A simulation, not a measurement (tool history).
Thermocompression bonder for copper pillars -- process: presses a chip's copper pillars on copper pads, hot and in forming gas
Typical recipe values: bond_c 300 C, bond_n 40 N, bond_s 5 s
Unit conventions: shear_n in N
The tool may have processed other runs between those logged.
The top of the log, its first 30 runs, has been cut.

run 31 day=56.65 | bond_c=294 bond_n=40 bond_s=15 | shear_n=97.3
-- day=59 forming gas filter changed
run 32 day=59 | bond_c=277 bond_n=40 bond_s=7 | shear_n=68.1
run 33 day=60.646 | bond_c=300 bond_n=56 bond_s=5 | shear_n=92.8
-- day=62.071 force cell calibrated, once more
run 34 day=62.625 | bond_c=300 bond_n=51 bond_s=12 | shear_n=112.3
run 35 day=63.746 | bond_c=282 bond_n=30 bond_s=4 | shear_n=49.7
run 36 day=65.65 | bond_c=310 bond_n=30 bond_s=5 | shear_n=72
run 37 day=68.029 | bond_c=310 bond_n=30 bond_s=5 | shear_n=71
run 38 day=70.05 | bond_c=292 bond_n=46 bond_s=4 | shear_n=74.2
run 39 day=71.825 | bond_c=292 bond_n=46 bond_s=4 | shear_n=74.5
run 40 day=73.571 | bond_c=300 bond_n=34 bond_s=5 | shear_n=70.4
run 41 day=75.517 | bond_c=283 bond_n=34 bond_s=4 | shear_n=54.3

Each row is a separate what-if for the run after 41, all from the same tool condition, not one after another. Results?
run A day=77.242 | bond_c=300 bond_n=40 bond_s=3 | shear_n=?
run B day=77.242 | bond_c=300 bond_n=40 bond_s=6 | shear_n=?
run C day=77.242 | bond_c=272 bond_n=53 bond_s=13 | shear_n=?

run=A shear_n=65.9
run=B shear_n=82.6
run=C shear_n=95.6
Without the tool's unlogged condition, the same runs would have read:
run=A shear_n=69.4
run=B shear_n=86.6
run=C shear_n=99.9
